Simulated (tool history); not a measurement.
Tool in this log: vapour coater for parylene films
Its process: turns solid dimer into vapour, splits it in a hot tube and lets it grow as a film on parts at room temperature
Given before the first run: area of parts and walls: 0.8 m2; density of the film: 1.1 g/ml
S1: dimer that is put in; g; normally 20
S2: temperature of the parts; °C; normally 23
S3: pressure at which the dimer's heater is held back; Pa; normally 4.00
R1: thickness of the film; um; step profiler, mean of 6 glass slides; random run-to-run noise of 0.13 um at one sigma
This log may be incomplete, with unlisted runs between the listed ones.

run,hour,S1,S2,S3,R1
1,0.0,20,23,4.00,14.96
2,47.6,20,23,4.00,15.03
3,86.3,14,23,4.00,10.40
4,142.3,14,23,4.00,10.28
5,203.1,14,23,4.00,10.34
6,258.9,20,23,4.00,14.51
7,321.3,20,23,4.00,14.42
8,363.7,20,23,4.00,14.22
# hour 396.6: trap's valve overhauled
9,423.3,20,23,4.00,15.68
10,452.8,20,23,4.00,15.58
11,497.7,20,23,4.00,15.47
12,533.4,20,23,4.00,15.57
13,592.0,20,23,4.00,15.37
14,645.3,20,23,4.00,15.06
15,672.1,20,23,4.00,15.18
16,727.7,20,23,4.00,15.06
17,787.2,20,23,4.00,15.05
18,813.5,20,23,4.00,14.94
19,876.5,20,23,4.00,14.62
20,916.9,20,23,4.00,14.57
21,964.5,20,23,4.00,14.59
22,1020.7,20,23,4.00,14.72
23,1072.7,20,23,4.00,14.51
24,1098.6,21,23,4.00,15.14
25,1136.6,21,23,4.00,14.97
# hour 1149.3: table's thermometer calibrated
26,1164.4,16,23,2.13,12.20
# hour 1186.5: trap's valve overhauled
27,1222.6,19,26,4.00,12.99
28,1252.9,9,34,4.00,4.29
29,1309.0,11,17,5.66,11.07
30,1369.5,17,20,3.52,15.39
31,1401.4,17,20,3.52,15.49
32,1432.2,17,20,3.52,15.29
33,1473.5,17,20,2.30,15.84
34,1525.3,17,20,2.30,15.50

What does the tool deliver on the next run?
35,1582.1,13,26,2.21,?

{"run 35": {"R1": 8.96}}
With the hidden condition absent and the run-to-run variation left alone, this run would have shown R1 9.26 um.

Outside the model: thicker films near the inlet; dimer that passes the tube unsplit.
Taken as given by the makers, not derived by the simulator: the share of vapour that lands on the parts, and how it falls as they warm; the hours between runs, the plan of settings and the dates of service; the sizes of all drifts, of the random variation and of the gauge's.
